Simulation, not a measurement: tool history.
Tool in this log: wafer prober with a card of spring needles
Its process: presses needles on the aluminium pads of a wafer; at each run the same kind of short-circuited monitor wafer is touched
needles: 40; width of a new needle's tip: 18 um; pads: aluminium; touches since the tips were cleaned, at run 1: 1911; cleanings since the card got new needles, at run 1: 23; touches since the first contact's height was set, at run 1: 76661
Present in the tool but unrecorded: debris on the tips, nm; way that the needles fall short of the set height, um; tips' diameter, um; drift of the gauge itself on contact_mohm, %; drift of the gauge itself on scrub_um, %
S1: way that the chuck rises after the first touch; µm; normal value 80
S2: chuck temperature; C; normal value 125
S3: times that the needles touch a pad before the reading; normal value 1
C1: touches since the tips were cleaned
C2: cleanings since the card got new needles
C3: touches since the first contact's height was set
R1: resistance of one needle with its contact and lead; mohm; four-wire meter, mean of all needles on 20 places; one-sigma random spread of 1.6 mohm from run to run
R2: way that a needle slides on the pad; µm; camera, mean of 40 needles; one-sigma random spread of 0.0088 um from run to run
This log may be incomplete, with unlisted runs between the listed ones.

run	day	S1	S2	S3	C1	C2	C3	R1	R2
1	0.000	80	125	1	1911	23	76661	154	11.926
2	1.454	80	125	1	7250	23	82000	157	11.915
# day 1.858: tips cleaned on abrasive film
3	2.129	80	125	1	987	24	84456	153	11.932
4	3.179	80	125	1	4846	24	88315	154	11.939
# day 4.250: tips cleaned on abrasive film
5	4.279	80	125	1	102	25	92342	153	11.931
6	5.538	80	125	1	4712	25	96952	155	11.932
7	6.254	80	125	1	7358	25	99598	156	11.933
# day 6.629: tips cleaned on abrasive film
8	7.788	80	125	1	4253	26	105199	153	11.907
# day 8.988: tips cleaned on abrasive film
9	9.425	80	125	1	1612	27	111206	155	11.945
10	10.629	80	89	1	6029	27	115623	149	11.933
# day 11.321: tips cleaned on abrasive film
11	12.133	74	125	1	2992	28	121133	154	11.041
12	13.404	74	125	1	7655	28	125796	156	11.042
# day 13.712: tips cleaned on abrasive film
13	14.575	75	122	2	3157	29	130072	155	11.197
# day 16.071: tips cleaned on abrasive film
14	16.083	75	122	2	44	30	135598	154	11.178
# day 16.696: height of the first contact set anew
15	17.421	67	38	1	4914	30	2660	139	9.999
# day 18.458: tips cleaned on abrasive film
16	18.912	67	38	1	1666	31	8119	143	9.987
17	19.729	80	109	3	4658	31	11111	152	11.936
# day 20.908: tips cleaned on abrasive film
18	21.196	80	91	2	1046	32	16477	147	11.932
19	22.654	68	125	2	6400	32	21831	159	10.124

Each row is a separate what-if for the run after 19, all from the same tool condition, not one after another. Results?
# day 23.254: tips cleaned on abrasive film
A	23.379	63	87	1	461	33	24486	?	?
# day 23.254: tips cleaned on abrasive film
B	23.379	71	125	2	461	33	24486	?	?
# day 23.254: tips cleaned on abrasive film
C	23.379	68	67	2	461	33	24486	?	?

run	R1	R2
A	149	9.390
B	155	10.577
C	146	10.139
Stripped of hidden state, with their random variation kept, the same runs would have yielded:
run	R1	R2
A	149	9.390
B	155	10.577
C	146	10.139
